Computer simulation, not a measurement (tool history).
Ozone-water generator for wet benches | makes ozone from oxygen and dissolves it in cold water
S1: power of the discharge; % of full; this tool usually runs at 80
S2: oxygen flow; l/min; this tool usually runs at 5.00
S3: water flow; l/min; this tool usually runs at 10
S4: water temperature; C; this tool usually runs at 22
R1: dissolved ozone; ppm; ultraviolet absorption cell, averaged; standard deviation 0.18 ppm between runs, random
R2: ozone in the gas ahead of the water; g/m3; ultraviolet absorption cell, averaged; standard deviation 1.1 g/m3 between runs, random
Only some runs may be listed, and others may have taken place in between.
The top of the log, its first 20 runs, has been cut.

run,hour,S1,S2,S3,S4,R1,R2
21,3200.3,80,5.00,10,26,21.9,192.2
22,3357.2,80,5.00,10,26,21.6,189.2
23,3510.1,80,5.00,10,26,21.9,189.6
24,3724.3,80,5.00,8,23,27.1,190.3
25,3824.2,44,5.00,8,23,16.9,120.5
26,3975.0,61,6.06,8,23,20.4,137.7
27,4168.2,61,6.06,8,23,20.0,138.8
28,4314.7,61,6.06,8,23,20.1,137.3
29,4530.1,61,5.71,8,23,20.7,139.8
30,4695.8,80,5.18,10,17,24.6,182.8
31,4823.4,80,5.00,11,22,20.6,185.2
32,5034.5,64,5.00,11,15,20.0,158.0
33,5174.5,70,5.00,10,22,20.2,166.3
34,5359.4,70,5.00,10,22,19.8,166.1

Consider 3 possible next runs. They are alternatives, not a sequence: every one starts from the tool as it was left by run 34. What does each give?
A,5528.2,63,5.00,13,25,?,?
B,5528.2,80,8.26,10,22,?,?
C,5528.2,70,2.72,10,22,?,?

run,R1,R2
A,13.8,152.7
B,18.9,137.0
C,21.7,234.9
Had the tool no hidden state, the same runs would have come out as:
run,R1,R2
A,15.8,160.1
B,21.6,144.9
C,24.6,247.2
